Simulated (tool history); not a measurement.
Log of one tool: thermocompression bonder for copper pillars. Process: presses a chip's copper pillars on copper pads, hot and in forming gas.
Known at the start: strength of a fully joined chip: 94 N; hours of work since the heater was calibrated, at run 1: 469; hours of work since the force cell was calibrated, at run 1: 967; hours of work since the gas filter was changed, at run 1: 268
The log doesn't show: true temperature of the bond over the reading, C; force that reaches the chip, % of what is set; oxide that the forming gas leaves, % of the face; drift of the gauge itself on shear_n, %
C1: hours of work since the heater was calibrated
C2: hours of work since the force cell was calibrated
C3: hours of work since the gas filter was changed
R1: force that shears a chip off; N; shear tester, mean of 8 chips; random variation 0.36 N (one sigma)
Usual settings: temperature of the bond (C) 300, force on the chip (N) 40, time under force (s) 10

Run 1, hour 0: usual settings; C1 469; C2 967; C3 268. Result: R1 69.2 N.
Run 2, hour 38: usual settings but force on the chip (N) 32; C1 498; C2 995; C3 297. Result: R1 59.3 N.
At hour 54.1: heater calibrated with a thermocouple chip.
Run 3, hour 69.2: usual settings but force on the chip (N) 32; C1 11; C2 1018; C3 319. Result: R1 55.4 N.
Run 4, hour 103.2: usual settings; C1 37; C2 1044; C3 345. Result: R1 66.1 N.
Run 5, hour 130.5: usual settings; C1 58; C2 1064; C3 366. Result: R1 65.9 N.
Run 6, hour 163.9: usual settings; C1 84; C2 1090; C3 391. Result: R1 66.8 N.
Run 7, hour 196.6: usual settings; C1 109; C2 1115; C3 416. Result: R1 65.5 N.
Run 8, hour 224.3: usual settings; C1 130; C2 1136; C3 437. Result: R1 66.7 N.
At hour 233.3: forming gas filter changed.
Run 9, hour 249.1: usual settings; C1 148; C2 1154; C3 12. Result: R1 69.1 N.
Run 10, hour 289.9: usual settings; C1 179; C2 1185; C3 43. Result: R1 68.6 N.
Run 11, hour 310.4: usual settings; C1 195; C2 1201; C3 59. Result: R1 68.7 N.
Run 12, hour 349.9: usual settings but force on the chip (N) 42; C1 225; C2 1231; C3 89. Result: R1 71.2 N.
Run 13, hour 381.6: usual settings but temperature of the bond (C) 291; C1 249; C2 1255; C3 113. Result: R1 63.5 N.
Run 14, hour 411.6: usual settings but temperature of the bond (C) 312; C1 272; C2 1278; C3 136. Result: R1 75.4 N.
Run 15, hour 435.6: usual settings but temperature of the bond (C) 312; C1 290; C2 1297; C3 154. Result: R1 75.7 N.
Run 16, hour 453.4: usual settings but temperature of the bond (C) 312; C1 304; C2 1310; C3 168. Result: R1 76.3 N.
Run 17, hour 491.5: usual settings but temperature of the bond (C) 280, force on the chip (N) 25, time under force (s) 8; C1 333; C2 1339; C3 197. Result: R1 33.2 N.
Run 18, hour 531: usual settings but temperature of the bond (C) 280, force on the chip (N) 25, time under force (s) 8; C1 363; C2 1369; C3 227. Result: R1 34 N.
Run 19, hour 553.3: usual settings but temperature of the bond (C) 277, force on the chip (N) 51; C1 380; C2 1386; C3 244. Result: R1 67.8 N.
Run 20, hour 578.7: usual settings but temperature of the bond (C) 313, force on the chip (N) 31, time under force (s) 13; C1 399; C2 1406; C3 263. Result: R1 68.9 N.
Run 21, hour 597.6: usual settings but temperature of the bond (C) 313, force on the chip (N) 31, time under force (s) 13; C1 414; C2 1420; C3 278. Result: R1 70 N.
Run 22, hour 631.4: usual settings but temperature of the bond (C) 313, force on the chip (N) 31, time under force (s) 13; C1 439; C2 1446; C3 303. Result: R1 69.3 N.
Run 23, hour 651.7: usual settings but temperature of the bond (C) 313, force on the chip (N) 31, time under force (s) 13; C1 455; C2 1461; C3 319. Result: R1 69.7 N.
Run 24, hour 674.4: usual settings but force on the chip (N) 33, time under force (s) 11; C1 472; C2 1478; C3 336. Result: R1 62.3 N.
Run 25, hour 705.3: usual settings but temperature of the bond (C) 301, time under force (s) 8; C1 496; C2 1502; C3 360. Result: R1 66.9 N.
At hour 725.8: heater calibrated with a thermocouple chip.
Run 26, hour 739.7: usual settings but temperature of the bond (C) 301, time under force (s) 8; C1 11; C2 1527; C3 384. Result: R1 63.6 N.
Run 27, hour 764.5: usual settings but force on the chip (N) 34; C1 30; C2 1546; C3 403. Result: R1 59.4 N.
Run 28, hour 783: usual settings but force on the chip (N) 34; C1 44; C2 1560; C3 417. Result: R1 59.7 N.
Run 29, hour 810.5: usual settings but force on the chip (N) 45; C1 65; C2 1581; C3 438. Result: R1 71.8 N.
At hour 819.1: forming gas filter changed.
Run 30, hour 838.8: usual settings but force on the chip (N) 45; C1 86; C2 1602; C3 15. Result: R1 74.6 N.
Run 31, hour 876.6: usual settings but force on the chip (N) 45; C1 115; C2 1631; C3 44. Result: R1 74.6 N.

Forecast each of these 3 alternatives for the next run:
Run A, hour 918.4: usual settings but temperature of the bond (C) 303, force on the chip (N) 49, time under force (s) 12; C1 146; C2 1663; C3 76. Result: R1 ?.
Run B, hour 918.4: usual settings but force on the chip (N) 45, time under force (s) 6; C1 146; C2 1663; C3 76. Result: R1 ?.
Run C, hour 918.4: usual settings but force on the chip (N) 37, time under force (s) 11; C1 146; C2 1663; C3 76. Result: R1 ?.

run    R1
  A  81.9
  B  67.4
  C  67.8
Without the tool's hidden state the same runs would have given:
run    R1
  A  78.8
  B    63
  C  63.4
